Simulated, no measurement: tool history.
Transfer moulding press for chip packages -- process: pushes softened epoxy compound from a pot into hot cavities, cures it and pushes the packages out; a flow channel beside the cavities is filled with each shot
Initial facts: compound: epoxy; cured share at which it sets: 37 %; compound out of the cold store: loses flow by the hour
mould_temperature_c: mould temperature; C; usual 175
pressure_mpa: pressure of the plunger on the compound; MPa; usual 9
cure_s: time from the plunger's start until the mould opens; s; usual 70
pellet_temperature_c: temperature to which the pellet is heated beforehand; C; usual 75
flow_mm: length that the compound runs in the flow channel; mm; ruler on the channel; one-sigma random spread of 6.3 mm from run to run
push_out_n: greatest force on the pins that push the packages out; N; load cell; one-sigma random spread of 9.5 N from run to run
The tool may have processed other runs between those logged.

| run | day | mould_temperature_c | pressure_mpa | cure_s | pellet_temperature_c | incoming compound's hours out of the cold store | flow_mm | push_out_n |
|---|---|---|---|---|---|---|---|---|
| 1 | 0 | 175 | 9 | 70 | 75 | 11.5 | 994 | 870 |
| 2 | 1.979 | 175 | 9 | 70 | 75 | 36.4 | 898 | 803 |
| 3 | 4.283 | 175 | 9 | 97 | 75 | 23 | 939 | 627 |
| 4 | 6.821 | 174 | 9 | 70 | 75 | 44.6 | 855 | 909 |
| 5 | 7.888 | 174 | 9 | 70 | 75 | 14.1 | 954 | 851 |
| 6 | 9.2 | 174 | 9 | 70 | 75 | 15.4 | 988 | 955 |
| 7 | 11.554 | 174 | 9 | 70 | 75 | 11.9 | 989 | 968 |
| 8 | 13.183 | 174 | 8.76 | 70 | 75 | 45.9 | 860 | 872 |
| 9 | 15.404 | 174 | 8.76 | 70 | 75 | 20.1 | 924 | 945 |
| 10 | 17.067 | 174 | 8.76 | 70 | 75 | 43.3 | 841 | 795 |
| 11 | 18.733 | 171 | 8.76 | 70 | 75 | 22.7 | 955 | 637 |
| 12 | 20.458 | 171 | 8.76 | 70 | 75 | 32 | 919 | 1162 |
| 13 | 22.721 | 171 | 8.76 | 70 | 75 | 15.8 | 967 | 1223 |
| 14 | 24.004 | 175 | 10 | 60 | 73 | 15.3 | 1015 | 1180 |
| 15 | 25.1 | 169 | 7.29 | 70 | 75 | 40.3 | 810 | 1302 |
| 16 | 26.183 | 169 | 7.58 | 70 | 71 | 44.4 | 813 | 1128 |
| 17 | 27.246 | 181 | 9.78 | 73 | 71 | 11.3 | 989 | 688 |
| 18 | 28.479 | 181 | 9.11 | 101 | 66 | 12.5 | 973 | 525 |
| 19 | 30.117 | 181 | 9.11 | 101 | 66 | 18.4 | 951 | 363 |
| 20 | 31.433 | 172 | 9 | 70 | 76 | 19.9 | 972 | 1059 |
| 21 | 32.85 | 175 | 9 | 70 | 69 | 41.7 | 877 | 663 |
| 22 | 34.971 | 175 | 9 | 79 | 75 | 19.9 | 944 | 531 |
| 23 | 37.267 | 175 | 7.72 | 97 | 76 | 20.1 | 865 | 422 |

Not shown here: 21 entries made in the log between runs. Locate each between two listed runs and compare the hidden state at the listed run before it with the hidden state at the listed run after it:
In the gap between runs 1 and 2: cavities cleaned with cleaning compound and waxed (day 0.475)
  true mould temperature over the reading, C: -0.07 -> -0.09; pressure that reaches the compound, % of what is set: 98.88 -> 97.19; grip of the stained cavities, % over clean ones': 98.7 -> 93.5
  difference, measured minus the result without the unlogged condition, flow_mm: -5 -> -12 mm; push_out_n: +435 -> +391 N
In the gap between runs 2 and 3: cavities cleaned with cleaning compound and waxed (day 2.658)
  true mould temperature over the reading, C: -0.09 -> -0.13; pressure that reaches the compound, % of what is set: 97.19 -> 95.24; grip of the stained cavities, % over clean ones': 93.5 -> 97
  difference, measured minus the result without the unlogged condition, flow_mm: -12 -> -23 mm; push_out_n: +391 -> +310 N
In the gap between runs 3 and 4: cavities cleaned with cleaning compound and waxed (day 4.892)
  true mould temperature over the reading, C: -0.13 -> -0.17; pressure that reaches the compound, % of what is set: 95.24 -> 93.03; grip of the stained cavities, % over clean ones': 97 -> 101.5
  difference, measured minus the result without the unlogged condition, flow_mm: -23 -> -31 mm; push_out_n: +310 -> +464 N
In the gap between runs 4 and 5: cavities cleaned with cleaning compound and waxed (day 7.083)
  true mould temperature over the reading, C: -0.17 -> -0.18; pressure that reaches the compound, % of what is set: 93.03 -> 92.06; grip of the stained cavities, % over clean ones': 101.5 -> 73.6
  difference, measured minus the result without the unlogged condition, flow_mm: -31 -> -39 mm; push_out_n: +464 -> +367 N
In the gap between runs 5 and 6: plunger's sealing rings changed (day 8.358)
  true mould temperature over the reading, C: -0.18 -> -0.2; pressure that reaches the compound, % of what is set: 92.06 -> 99.08; grip of the stained cavities, % over clean ones': 73.6 -> 102.6
  difference, measured minus the result without the unlogged condition, flow_mm: -39 -> -4 mm; push_out_n: +367 -> +491 N
In the gap between runs 6 and 7: cavities cleaned with cleaning compound and waxed (day 9.483)
  true mould temperature over the reading, C: -0.2 -> -0.24; pressure that reaches the compound, % of what is set: 99.08 -> 96.99; grip of the stained cavities, % over clean ones': 102.6 -> 102.8
  difference, measured minus the result without the unlogged condition, flow_mm: -4 -> -14 mm; push_out_n: +491 -> +499 N
In the gap between runs 7 and 8: cavities cleaned with cleaning compound and waxed (day 11.842)
  true mould temperature over the reading, C: -0.24 -> -0.26; pressure that reaches the compound, % of what is set: 96.99 -> 95.48; grip of the stained cavities, % over clean ones': 102.8 -> 92.6
  difference, measured minus the result without the unlogged condition, flow_mm: -14 -> -19 mm; push_out_n: +499 -> +427 N
In the gap between runs 8 and 9: cavities cleaned with cleaning compound and waxed (day 14.071)
  true mould temperature over the reading, C: -0.26 -> -0.29; pressure that reaches the compound, % of what is set: 95.48 -> 93.66; grip of the stained cavities, % over clean ones': 92.6 -> 92.1
  difference, measured minus the result without the unlogged condition, flow_mm: -19 -> -30 mm; push_out_n: +427 -> +463 N
In the gap between runs 9 and 10: cavities cleaned with cleaning compound and waxed (day 16.262)
  true mould temperature over the reading, C: -0.29 -> -0.32; pressure that reaches the compound, % of what is set: 93.66 -> 92.17; grip of the stained cavities, % over clean ones': 92.1 -> 74.8
  difference, measured minus the result without the unlogged condition, flow_mm: -30 -> -34 mm; push_out_n: +463 -> +350 N
In the gap between runs 10 and 11: plunger's sealing rings changed (day 18.046); cavities cleaned with cleaning compound and waxed (day 18.696)
  true mould temperature over the reading, C: -0.32 -> -0.34; pressure that reaches the compound, % of what is set: 92.17 -> 99.31; grip of the stained cavities, % over clean ones': 74.8 -> 6.6
  difference, measured minus the result without the unlogged condition, flow_mm: -34 -> -2 mm; push_out_n: +350 -> +54 N
In the gap between runs 12 and 13: cavities cleaned with cleaning compound and waxed (day 20.938)
  true mould temperature over the reading, C: -0.37 -> -0.4; pressure that reaches the compound, % of what is set: 97.82 -> 95.98; grip of the stained cavities, % over clean ones': 99.7 -> 99.9
  difference, measured minus the result without the unlogged condition, flow_mm: -9 -> -18 mm; push_out_n: +597 -> +626 N
In the gap between runs 13 and 14: cavities cleaned with cleaning compound and waxed (day 23.204)
  true mould temperature over the reading, C: -0.4 -> -0.42; pressure that reaches the compound, % of what is set: 95.98 -> 94.92; grip of the stained cavities, % over clean ones': 99.9 -> 71.3
  difference, measured minus the result without the unlogged condition, flow_mm: -18 -> -25 mm; push_out_n: +626 -> +512 N
In the gap between runs 15 and 16: cavities cleaned with cleaning compound and waxed (day 25.379)
  true mould temperature over the reading, C: -0.44 -> -0.45; pressure that reaches the compound, % of what is set: 93.84 -> 93; grip of the stained cavities, % over clean ones': 101 -> 73.3
  difference, measured minus the result without the unlogged condition, flow_mm: -25 -> -28 mm; push_out_n: +673 -> +500 N
In the gap between runs 17 and 18: plunger's sealing rings changed (day 27.729); cavities cleaned with cleaning compound and waxed (day 27.792)
  true mould temperature over the reading, C: -0.47 -> -0.48; pressure that reaches the compound, % of what is set: 91.98 -> 99.33; grip of the stained cavities, % over clean ones': 101.7 -> 67.5
  difference, measured minus the result without the unlogged condition, flow_mm: -41 -> -1 mm; push_out_n: +352 -> +211 N
In the gap between runs 18 and 19: cavities cleaned with cleaning compound and waxed (day 30.033)
  true mould temperature over the reading, C: -0.48 -> -0.51; pressure that reaches the compound, % of what is set: 99.33 -> 97.94; grip of the stained cavities, % over clean ones': 67.5 -> 12.6
  difference, measured minus the result without the unlogged condition, flow_mm: -1 -> -9 mm; push_out_n: +211 -> +40 N
In the gap between runs 20 and 21: cavities cleaned with cleaning compound and waxed (day 32.388)
  true mould temperature over the reading, C: -0.52 -> -0.54; pressure that reaches the compound, % of what is set: 96.95 -> 95.86; grip of the stained cavities, % over clean ones': 91.4 -> 52.1
  difference, measured minus the result without the unlogged condition, flow_mm: -13 -> -16 mm; push_out_n: +522 -> +241 N
In the gap between runs 21 and 22: cavities cleaned with cleaning compound and waxed (day 34.65)
  true mould temperature over the reading, C: -0.54 -> -0.58; pressure that reaches the compound, % of what is set: 95.86 -> 94.19; grip of the stained cavities, % over clean ones': 52.1 -> 42.4
  difference, measured minus the result without the unlogged condition, flow_mm: -16 -> -27 mm; push_out_n: +241 -> +165 N
In the gap between runs 22 and 23: mould's thermocouples calibrated (day 35.433); cavities cleaned with cleaning compound and waxed (day 37.029)
  true mould temperature over the reading, C: -0.58 -> 0.25; pressure that reaches the compound, % of what is set: 94.19 -> 92.25; grip of the stained cavities, % over clean ones': 42.4 -> 35.5
  difference, measured minus the result without the unlogged condition, flow_mm: -27 -> -36 mm; push_out_n: +165 -> +112 N
